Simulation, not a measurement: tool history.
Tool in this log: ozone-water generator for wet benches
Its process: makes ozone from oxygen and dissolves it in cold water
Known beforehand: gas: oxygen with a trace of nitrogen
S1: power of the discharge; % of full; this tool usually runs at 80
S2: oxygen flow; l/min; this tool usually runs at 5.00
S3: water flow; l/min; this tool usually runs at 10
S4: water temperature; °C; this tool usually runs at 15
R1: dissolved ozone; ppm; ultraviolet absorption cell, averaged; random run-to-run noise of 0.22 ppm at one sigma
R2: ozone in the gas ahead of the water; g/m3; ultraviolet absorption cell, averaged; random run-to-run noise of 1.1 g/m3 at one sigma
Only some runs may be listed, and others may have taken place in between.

Run 1, hour 0.0: usual settings. Result: R1 28.9 ppm, R2 173.6 g/m3.
Run 2, hour 39.4: usual settings. Result: R1 29.0 ppm, R2 174.4 g/m3.
Run 3, hour 105.4: usual settings but S1 94 % of full. Result: R1 31.6 ppm, R2 189.2 g/m3.
Run 4, hour 149.6: usual settings. Result: R1 29.1 ppm, R2 171.9 g/m3.
Run 5, hour 222.4: usual settings. Result: R1 28.8 ppm, R2 172.6 g/m3.
Run 6, hour 275.0: usual settings. Result: R1 28.6 ppm, R2 172.8 g/m3.
Run 7, hour 359.5: usual settings. Result: R1 28.6 ppm, R2 172.9 g/m3.
Run 8, hour 439.2: usual settings but S1 68 % of full. Result: R1 25.9 ppm, R2 156.6 g/m3.
Run 9, hour 479.5: usual settings. Result: R1 28.2 ppm, R2 171.8 g/m3.
Run 10, hour 545.9: usual settings. Result: R1 28.3 ppm, R2 170.3 g/m3.
Run 11, hour 591.6: usual settings. Result: R1 28.1 ppm, R2 169.8 g/m3.
Run 12, hour 636.8: usual settings but S2 7.87 l/min, S4 8 °C. Result: R1 33.5 ppm, R2 148.6 g/m3.
Run 13, hour 680.4: usual settings but S1 66 % of full, S2 7.87 l/min, S3 6 l/min, S4 16 °C. Result: R1 31.0 ppm, R2 134.1 g/m3.
Run 14, hour 740.1: usual settings but S1 66 % of full, S2 7.17 l/min, S3 6 l/min, S4 16 °C. Result: R1 31.4 ppm, R2 134.9 g/m3.
Run 15, hour 798.4: usual settings but S1 76 % of full, S2 3.65 l/min, S3 6 l/min, S4 16 °C. Result: R1 34.4 ppm, R2 182.7 g/m3.
Run 16, hour 833.8: usual settings but S1 42 % of full, S4 11 °C. Result: R1 21.3 ppm, R2 117.8 g/m3.
Run 17, hour 878.2: usual settings but S1 56 % of full, S2 7.16 l/min, S3 8 l/min, S4 14 °C. Result: R1 26.7 ppm, R2 123.1 g/m3.
Run 18, hour 924.7: usual settings but S1 56 % of full, S2 7.16 l/min, S3 8 l/min, S4 14 °C. Result: R1 26.4 ppm, R2 123.7 g/m3.
Run 19, hour 967.1: usual settings but S3 6 l/min, S4 19 °C. Result: R1 32.7 ppm, R2 167.0 g/m3.
Run 20, hour 1024.7: usual settings but S1 74 % of full. Result: R1 26.5 ppm, R2 160.7 g/m3.
Run 21, hour 1072.5: usual settings but S2 3.00 l/min, S4 9 °C. Result: R1 27.4 ppm, R2 196.3 g/m3.

Below are 4 alternative next runs, each starting from the tool's condition after run 21. Predict each:
Run A, hour 1107.1: usual settings but S1 49 % of full, S2 4.60 l/min, S4 9 °C. Result: R1 ?, R2 ?.
Run B, hour 1107.1: usual settings but S1 58 % of full, S2 3.00 l/min, S3 12 l/min, S4 21 °C. Result: R1 ?, R2 ?.
Run C, hour 1107.1: usual settings but S1 98 % of full, S2 3.00 l/min, S4 9 °C. Result: R1 ?, R2 ?.
Run D, hour 1107.1: usual settings but S2 3.81 l/min, S3 6 l/min. Result: R1 ?, R2 ?.

run    R1     R2
  A  22.9  130.6
  B  17.4  163.5
  C  30.8  216.3
  D  35.5  182.9
Take away the tool's hidden state, keep each run's random variation, and the runs would have read:
run    R1     R2
  A  25.9  143.5
  B  19.8  181.8
  C  36.4  249.3
  D  41.2  208.0
